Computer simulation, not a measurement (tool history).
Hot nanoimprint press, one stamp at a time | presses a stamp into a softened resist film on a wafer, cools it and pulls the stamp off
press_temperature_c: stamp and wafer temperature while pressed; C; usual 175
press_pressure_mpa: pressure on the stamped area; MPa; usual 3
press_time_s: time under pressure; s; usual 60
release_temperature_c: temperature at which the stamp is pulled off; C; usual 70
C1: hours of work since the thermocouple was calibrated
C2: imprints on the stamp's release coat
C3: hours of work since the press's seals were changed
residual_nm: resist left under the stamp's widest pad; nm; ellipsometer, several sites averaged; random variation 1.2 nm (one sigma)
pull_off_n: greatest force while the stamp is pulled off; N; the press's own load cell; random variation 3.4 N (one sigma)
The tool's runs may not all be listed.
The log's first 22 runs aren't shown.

{"run": 23, "hour": 172.3, "press_temperature_c": 175, "press_pressure_mpa": 3.44, "press_time_s": 67, "release_temperature_c": 70, "C1": 93, "C2": 326, "C3": 169, "residual_nm": 168.7, "pull_off_n": 179}
{"run": 24, "hour": 181.0, "press_temperature_c": 180, "press_pressure_mpa": 3.44, "press_time_s": 48, "release_temperature_c": 70, "C1": 97, "C2": 352, "C3": 173, "residual_nm": 165.1, "pull_off_n": 184}
{"run": 25, "hour": 187.1, "press_temperature_c": 175, "press_pressure_mpa": 3, "press_time_s": 60, "release_temperature_c": 56, "C1": 100, "C2": 370, "C3": 176, "residual_nm": 189.8, "pull_off_n": 230}
{"run": 26, "hour": 196.0, "press_temperature_c": 175, "press_pressure_mpa": 3, "press_time_s": 60, "release_temperature_c": 56, "C1": 104, "C2": 397, "C3": 180, "residual_nm": 186.5, "pull_off_n": 226}
{"run": 27, "hour": 203.2, "press_temperature_c": 170, "press_pressure_mpa": 3, "press_time_s": 75, "release_temperature_c": 70, "C1": 108, "C2": 419, "C3": 184, "residual_nm": 205.3, "pull_off_n": 181}
{"run": 28, "hour": 213.8, "press_temperature_c": 170, "press_pressure_mpa": 4.8, "press_time_s": 78, "release_temperature_c": 70, "C1": 113, "C2": 451, "C3": 189, "residual_nm": 158.3, "pull_off_n": 187}
{"run": 29, "hour": 222.1, "press_temperature_c": 175, "press_pressure_mpa": 3.36, "press_time_s": 60, "release_temperature_c": 76, "C1": 117, "C2": 476, "C3": 193, "residual_nm": 179.9, "pull_off_n": 167}
{"run": 30, "hour": 227.9, "press_temperature_c": 175, "press_pressure_mpa": 3.36, "press_time_s": 60, "release_temperature_c": 76, "C1": 120, "C2": 494, "C3": 195, "residual_nm": 178.4, "pull_off_n": 158}
{"run": 31, "hour": 232.6, "press_temperature_c": 164, "press_pressure_mpa": 2.24, "press_time_s": 60, "release_temperature_c": 76, "C1": 122, "C2": 508, "C3": 198, "residual_nm": 302.1, "pull_off_n": 165}

Forecast each of these 3 alternatives for the next run:
{"run": "A", "hour": 239.2, "press_temperature_c": 164, "press_pressure_mpa": 1.89, "press_time_s": 40, "release_temperature_c": 76, "C1": 125, "C2": 528, "C3": 201, "residual_nm": "?", "pull_off_n": "?"}
{"run": "B", "hour": 239.2, "press_temperature_c": 164, "press_pressure_mpa": 4.32, "press_time_s": 60, "release_temperature_c": 76, "C1": 125, "C2": 528, "C3": 201, "residual_nm": "?", "pull_off_n": "?"}
{"run": "C", "hour": 239.2, "press_temperature_c": 164, "press_pressure_mpa": 4.34, "press_time_s": 64, "release_temperature_c": 58, "C1": 125, "C2": 528, "C3": 201, "residual_nm": "?", "pull_off_n": "?"}

run=A residual_nm=355.3 pull_off_n=170
run=B residual_nm=233.6 pull_off_n=173
run=C residual_nm=226.9 pull_off_n=233
Without the tool's hidden state the same runs would have given:
run=A residual_nm=358.3 pull_off_n=146
run=B residual_nm=236 pull_off_n=148
run=C residual_nm=229.3 pull_off_n=199
